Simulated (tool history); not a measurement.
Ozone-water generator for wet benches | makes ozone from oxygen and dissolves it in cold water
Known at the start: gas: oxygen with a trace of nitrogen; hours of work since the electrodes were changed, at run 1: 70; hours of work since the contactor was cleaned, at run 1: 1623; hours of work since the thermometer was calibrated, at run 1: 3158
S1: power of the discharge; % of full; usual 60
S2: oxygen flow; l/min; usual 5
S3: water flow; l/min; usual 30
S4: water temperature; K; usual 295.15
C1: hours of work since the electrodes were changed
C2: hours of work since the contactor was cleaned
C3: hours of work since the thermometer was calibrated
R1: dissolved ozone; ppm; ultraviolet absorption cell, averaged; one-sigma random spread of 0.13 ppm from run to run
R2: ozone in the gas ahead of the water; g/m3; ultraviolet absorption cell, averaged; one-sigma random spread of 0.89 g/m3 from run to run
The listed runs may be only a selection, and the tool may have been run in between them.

run   hour  S1    S2  S3      S4   C1    C2    C3    R1     R2
  1      0  60     5  30  295.15   70  1623  3158  13.2  148.9
  2   28.2  60     5  30  295.15   88  1640  3175    13    150
  3   59.6  60     5  30  295.15  107  1659  3194  12.9  147.3
  4   79.2  60     5  24  295.15  119  1671  3206    16  148.3
  5  101.6  60     5  30  295.15  132  1685  3220    13  149.3
  6  125.9  60     5  30  295.15  147  1700  3235  12.8  147.5
  7  154.6  60     5  30  295.15  164  1717  3252  12.9  149.4
  8  181.1  60     5  30  295.15  181  1733  3268    13  148.6
  9  207.5  60     5  30  295.15  197  1749  3284    13  148.5
 10    235  60     5  30  295.15  213  1766  3301  12.9  147.8
 11  253.8  83     5  30  295.15  225  1778  3312  16.5  189.3
 12    283  83     5  30  295.15  243  1795  3330  16.3  188.7
 13  315.1  60     5  30  295.15  262  1815  3350  12.8  149.2
 14  330.4  60     5  30  295.15  271  1824  3359    13  146.7
 15  357.1  40     5  30  295.15  288  1840  3375   9.3  108.9
 16  382.1  60     5  30  293.15  303  1856  3391  13.3  148.2
 17  412.7  91  3.66  32  297.15  321  1874  3409  15.1  230.2
 18  427.5  51     5  30  295.15  330  1883  3418  11.4  130.7
 19  447.3  45     5  30  295.15  343  1895  3430  10.4  118.5
 20  469.1  45     5  30  295.15  356  1909  3444  10.2  119.4
 21  485.7  47   6.9  30  290.15  366  1919  3454  11.9    107
 22  507.8  47   6.9  27  296.15  379  1932  3467  11.9  106.2
 23  541.2  47  3.38  40  302.15  400  1952  3487   6.6  143.3
 24  565.1  47  3.38  40  302.15  414  1967  3502   6.8  144.5
 25  592.4  43  3.38  40  302.15  431  1984  3519   6.2  135.3
 26  624.4  81     5  18  295.15  450  2003  3538  24.2  183.1
 27    639  78  4.44  38  288.15  459  2012  3547  12.7  187.1
 28  654.3  78  2.61  38  288.15  468  2021  3556  10.5  234.1
 29    682  47  4.81  35  293.15  485  2038  3573   9.2  122.7
 30  711.3  60     5  19  295.15  503  2056  3591  18.5    147
 31  742.2  83  2.81  30  290.15  522  2075  3610  14.3  238.5
 32  758.8  43     5  30  295.15  532  2085  3620    10  112.4

5 ways to go on from here, each from the tool as it stands after run 32. What would each give?
  A  777.8  73  4.02  30  300.15  544  2096  3631   ?   ?
  B  777.8  79  3.05  30  295.15  544  2096  3631   ?   ?
  C  777.8  60  7.84  32  295.15  544  2096  3631   ?   ?
  D  777.8  51  3.56  30  292.15  544  2096  3631   ?   ?
  E  777.8  56     5  30  299.15  544  2096  3631   ?   ?

run    R1     R2
  A  13.2  184.9
  B  13.7  220.4
  C    13  120.9
  D  10.6  147.6
  E  11.6  139.6
Without the tool's unlogged condition, the same runs would have read:
run    R1     R2
  A  13.6  188.2
  B  14.2  224.6
  C  13.5  122.7
  D  10.9  149.6
  E    12  141.6

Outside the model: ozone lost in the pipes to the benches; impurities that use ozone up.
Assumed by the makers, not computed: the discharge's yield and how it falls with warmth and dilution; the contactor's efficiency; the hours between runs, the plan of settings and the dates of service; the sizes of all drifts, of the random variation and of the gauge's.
